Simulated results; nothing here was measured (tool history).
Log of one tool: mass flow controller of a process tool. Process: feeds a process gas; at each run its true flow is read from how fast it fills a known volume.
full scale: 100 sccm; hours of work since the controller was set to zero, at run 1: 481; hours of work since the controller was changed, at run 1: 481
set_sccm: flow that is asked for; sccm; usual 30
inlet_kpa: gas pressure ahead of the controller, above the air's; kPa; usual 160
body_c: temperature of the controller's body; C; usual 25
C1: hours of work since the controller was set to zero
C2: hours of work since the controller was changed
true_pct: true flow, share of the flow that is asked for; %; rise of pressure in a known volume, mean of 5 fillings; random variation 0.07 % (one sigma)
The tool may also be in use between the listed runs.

{"run": 1, "hour": 0.0, "set_sccm": 30, "inlet_kpa": 160, "body_c": 25, "C1": 481, "C2": 481, "true_pct": 98.41}
{"run": 2, "hour": 144.5, "set_sccm": 30, "inlet_kpa": 147, "body_c": 25, "C1": 553, "C2": 553, "true_pct": 98.16}
{"run": 3, "hour": 230.0, "set_sccm": 30, "inlet_kpa": 147, "body_c": 25, "C1": 596, "C2": 596, "true_pct": 98.19}
{"run": 4, "hour": 385.8, "set_sccm": 30, "inlet_kpa": 147, "body_c": 25, "C1": 674, "C2": 674, "true_pct": 98.28}
{"run": 5, "hour": 560.7, "set_sccm": 30, "inlet_kpa": 147, "body_c": 25, "C1": 762, "C2": 762, "true_pct": 98.27}
{"run": 6, "hour": 664.9, "set_sccm": 30, "inlet_kpa": 147, "body_c": 25, "C1": 814, "C2": 814, "true_pct": 98.17}
{"run": 7, "hour": 858.7, "set_sccm": 30, "inlet_kpa": 147, "body_c": 25, "C1": 912, "C2": 912, "true_pct": 98.15}
{"run": 8, "hour": 1047.2, "set_sccm": 30, "inlet_kpa": 147, "body_c": 25, "C1": 1006, "C2": 1006, "true_pct": 98.07}
{"run": 9, "hour": 1183.3, "set_sccm": 30, "inlet_kpa": 147, "body_c": 25, "C1": 1074, "C2": 1074, "true_pct": 97.96}
{"run": 10, "hour": 1342.9, "set_sccm": 36, "inlet_kpa": 226, "body_c": 29, "C1": 1155, "C2": 1155, "true_pct": 99.14}
{"run": 11, "hour": 1453.5, "set_sccm": 36, "inlet_kpa": 226, "body_c": 29, "C1": 1210, "C2": 1210, "true_pct": 99.18}
{"run": 12, "hour": 1632.3, "set_sccm": 30, "inlet_kpa": 141, "body_c": 29, "C1": 1300, "C2": 1300, "true_pct": 98.24}
{"run": 13, "hour": 1720.5, "set_sccm": 11, "inlet_kpa": 167, "body_c": 34, "C1": 1344, "C2": 1344, "true_pct": 98.03}
{"run": 14, "hour": 1866.2, "set_sccm": 11, "inlet_kpa": 167, "body_c": 34, "C1": 1417, "C2": 1417, "true_pct": 98.02}
{"run": 15, "hour": 2021.0, "set_sccm": 30, "inlet_kpa": 160, "body_c": 36, "C1": 1495, "C2": 1495, "true_pct": 99.0}
{"run": 16, "hour": 2184.1, "set_sccm": 14, "inlet_kpa": 229, "body_c": 30, "C1": 1577, "C2": 1577, "true_pct": 98.24}
{"run": 17, "hour": 2298.2, "set_sccm": 77, "inlet_kpa": 160, "body_c": 22, "C1": 1634, "C2": 1634, "true_pct": 98.77}
{"run": 18, "hour": 2468.1, "set_sccm": 24, "inlet_kpa": 160, "body_c": 25, "C1": 1719, "C2": 1719, "true_pct": 97.73}

Forecast each of these 3 alternatives for the next run:
{"run": "A", "hour": 2551.0, "set_sccm": 24, "inlet_kpa": 222, "body_c": 25, "C1": 1761, "C2": 1761, "true_pct": "?"}
{"run": "B", "hour": 2551.0, "set_sccm": 44, "inlet_kpa": 192, "body_c": 36, "C1": 1761, "C2": 1761, "true_pct": "?"}
{"run": "C", "hour": 2551.0, "set_sccm": 11, "inlet_kpa": 143, "body_c": 36, "C1": 1761, "C2": 1761, "true_pct": "?"}

run=A true_pct=98.16
run=B true_pct=99.57
run=C true_pct=97.86
Without the tool's hidden state the same runs would have given:
run=A true_pct=98.81
run=B true_pct=99.99
run=C true_pct=99.11
